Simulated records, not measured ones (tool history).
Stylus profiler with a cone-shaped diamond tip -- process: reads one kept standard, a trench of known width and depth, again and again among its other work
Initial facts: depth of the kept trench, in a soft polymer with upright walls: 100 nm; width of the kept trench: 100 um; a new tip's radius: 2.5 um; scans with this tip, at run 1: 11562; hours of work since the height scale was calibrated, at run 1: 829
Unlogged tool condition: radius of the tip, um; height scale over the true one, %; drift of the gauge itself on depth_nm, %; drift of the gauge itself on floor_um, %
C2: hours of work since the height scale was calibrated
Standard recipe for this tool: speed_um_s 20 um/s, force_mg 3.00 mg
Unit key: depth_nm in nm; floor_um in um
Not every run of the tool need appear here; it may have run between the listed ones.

Run 1, hour 0.0: usual settings; scans with this tip 11562; C2 829. Result: depth_nm 101.62 nm, floor_um 98.19 um.
Run 2, hour 55.8: usual settings but speed_um_s 33 um/s; scans with this tip 11964; C2 857. Result: depth_nm 101.70 nm, floor_um 98.10 um.
At hour 87.1: new tip fitted, height scale calibrated.
Run 3, hour 110.9: usual settings; scans with this tip 171; C2 12. Result: depth_nm 101.24 nm, floor_um 98.51 um.
Run 4, hour 174.8: usual settings; scans with this tip 631; C2 45. Result: depth_nm 101.28 nm, floor_um 98.49 um.
Run 5, hour 243.5: usual settings; scans with this tip 1126; C2 81. Result: depth_nm 101.24 nm, floor_um 98.51 um.
Run 6, hour 322.5: usual settings; scans with this tip 1694; C2 121. Result: depth_nm 101.32 nm, floor_um 98.49 um.
Run 7, hour 421.7: usual settings; scans with this tip 2409; C2 173. Result: depth_nm 101.25 nm, floor_um 98.43 um.
Run 8, hour 529.6: usual settings but speed_um_s 39 um/s; scans with this tip 3185; C2 228. Result: depth_nm 101.37 nm, floor_um 98.30 um.
Run 9, hour 630.0: usual settings but speed_um_s 39 um/s, force_mg 3.43 mg; scans with this tip 3908; C2 280. Result: depth_nm 101.53 nm, floor_um 98.33 um.
Run 10, hour 689.0: usual settings; scans with this tip 4333; C2 311. Result: depth_nm 101.38 nm, floor_um 98.35 um.
Run 11, hour 811.5: usual settings; scans with this tip 5214; C2 374. Result: depth_nm 101.40 nm, floor_um 98.35 um.
Run 12, hour 893.0: usual settings but force_mg 5.37 mg; scans with this tip 5802; C2 416. Result: depth_nm 102.07 nm, floor_um 98.31 um.
Run 13, hour 1015.7: usual settings but force_mg 5.41 mg; scans with this tip 6685; C2 479. Result: depth_nm 102.07 nm, floor_um 98.30 um.
Run 14, hour 1113.8: usual settings but force_mg 5.41 mg; scans with this tip 7391; C2 530. Result: depth_nm 102.12 nm, floor_um 98.29 um.
Run 15, hour 1199.0: usual settings but force_mg 5.41 mg; scans with this tip 8004; C2 574. Result: depth_nm 102.11 nm, floor_um 98.24 um.
Run 16, hour 1323.7: usual settings but force_mg 5.41 mg; scans with this tip 8902; C2 638. Result: depth_nm 102.05 nm, floor_um 98.28 um.
Run 17, hour 1423.9: usual settings but speed_um_s 46 um/s; scans with this tip 9623; C2 690. Result: depth_nm 101.52 nm, floor_um 98.08 um.
Run 18, hour 1537.3: usual settings but speed_um_s 46 um/s; scans with this tip 10439; C2 748. Result: depth_nm 101.52 nm, floor_um 98.07 um.
Run 19, hour 1640.8: usual settings but speed_um_s 45 um/s; scans with this tip 11184; C2 802. Result: depth_nm 101.54 nm, floor_um 98.08 um.
Run 20, hour 1757.3: usual settings but force_mg 4.92 mg; scans with this tip 12023; C2 862. Result: depth_nm 102.12 nm, floor_um 98.14 um.
At hour 1782.2: new tip fitted, height scale calibrated.
Run 21, hour 1842.6: usual settings but speed_um_s 26 um/s, force_mg 4.75 mg; scans with this tip 435; C2 31. Result: depth_nm 101.62 nm, floor_um 98.43 um.
At hour 1851.9: height scale calibrated on a step standard.
Run 22, hour 1951.8: usual settings but force_mg 1.15 mg; scans with this tip 1217; C2 52. Result: depth_nm 100.69 nm, floor_um 98.47 um.
Run 23, hour 2028.4: usual settings but force_mg 1.15 mg; scans with this tip 1769; C2 91. Result: depth_nm 100.73 nm, floor_um 98.43 um.
Run 24, hour 2103.5: usual settings but speed_um_s 6 um/s, force_mg 1.24 mg; scans with this tip 2310; C2 130. Result: depth_nm 100.82 nm, floor_um 98.44 um.
Run 25, hour 2164.1: usual settings but speed_um_s 6 um/s, force_mg 1.24 mg; scans with this tip 2746; C2 161. Result: depth_nm 100.80 nm, floor_um 98.46 um.
Run 26, hour 2280.7: usual settings but speed_um_s 6 um/s, force_mg 1.24 mg; scans with this tip 3585; C2 221. Result: depth_nm 100.77 nm, floor_um 98.47 um.
Run 27, hour 2363.2: usual settings but speed_um_s 6 um/s, force_mg 1.24 mg; scans with this tip 4179; C2 264. Result: depth_nm 100.88 nm, floor_um 98.43 um.
At hour 2432.8: height scale calibrated on a step standard, once more.
Run 28, hour 2484.8: usual settings but speed_um_s 12 um/s, force_mg 5.78 mg; scans with this tip 5051; C2 27. Result: depth_nm 101.97 nm, floor_um 98.35 um.
Run 29, hour 2548.1: usual settings but speed_um_s 16 um/s, force_mg 3.24 mg; scans with this tip 5507; C2 59. Result: depth_nm 101.38 nm, floor_um 98.32 um.
Run 30, hour 2672.7: usual settings but speed_um_s 34 um/s, force_mg 1.24 mg; scans with this tip 6404; C2 124. Result: depth_nm 100.78 nm, floor_um 98.22 um.
Run 31, hour 2725.3: usual settings but speed_um_s 18 um/s, force_mg 6.66 mg; scans with this tip 6782; C2 151. Result: depth_nm 102.29 nm, floor_um 98.33 um.
Run 32, hour 2790.6: usual settings but speed_um_s 6 um/s, force_mg 2.44 mg; scans with this tip 7252; C2 185. Result: depth_nm 101.20 nm, floor_um 98.31 um.
Run 33, hour 2897.6: usual settings but speed_um_s 34 um/s, force_mg 3.93 mg; scans with this tip 8022; C2 240. Result: depth_nm 101.67 nm, floor_um 98.17 um.
Run 34, hour 2960.7: usual settings but speed_um_s 5 um/s, force_mg 3.61 mg; scans with this tip 8476; C2 272. Result: depth_nm 101.52 nm, floor_um 98.25 um.
Run 35, hour 3052.3: usual settings but speed_um_s 5 um/s, force_mg 3.61 mg; scans with this tip 9136; C2 320. Result: depth_nm 101.55 nm, floor_um 98.28 um.
Run 36, hour 3122.5: usual settings but speed_um_s 5 um/s, force_mg 6.27 mg; scans with this tip 9641; C2 356. Result: depth_nm 102.27 nm, floor_um 98.29 um.
Run 37, hour 3218.8: usual settings but speed_um_s 5 um/s, force_mg 6.27 mg; scans with this tip 10335; C2 406. Result: depth_nm 102.29 nm, floor_um 98.26 um.
Run 38, hour 3284.4: usual settings but speed_um_s 5 um/s, force_mg 6.27 mg; scans with this tip 10807; C2 439. Result: depth_nm 102.26 nm, floor_um 98.20 um.
Run 39, hour 3352.1: usual settings but speed_um_s 28 um/s, force_mg 3.09 mg; scans with this tip 11294; C2 474. Result: depth_nm 101.59 nm, floor_um 98.06 um.

Forecast each of these 3 alternatives for the next run:
Run A, hour 3420.8: usual settings but speed_um_s 11 um/s, force_mg 3.09 mg; scans with this tip 11789; C2 510. Result: depth_nm ?, floor_um ?.
Run B, hour 3420.8: usual settings but speed_um_s 28 um/s, force_mg 2.95 mg; scans with this tip 11789; C2 510. Result: depth_nm ?, floor_um ?.
Run C, hour 3420.8: usual settings but speed_um_s 14 um/s, force_mg 8.71 mg; scans with this tip 11789; C2 510. Result: depth_nm ?, floor_um ?.

run  depth_nm  floor_um
  A    101.57     98.13
  B    101.54     98.07
  C    102.78     98.12
Stripped of hidden state, with their random variation kept, the same runs would have yielded:
run  depth_nm  floor_um
  A    101.28     98.54
  B    101.25     98.49
  C    102.48     98.54

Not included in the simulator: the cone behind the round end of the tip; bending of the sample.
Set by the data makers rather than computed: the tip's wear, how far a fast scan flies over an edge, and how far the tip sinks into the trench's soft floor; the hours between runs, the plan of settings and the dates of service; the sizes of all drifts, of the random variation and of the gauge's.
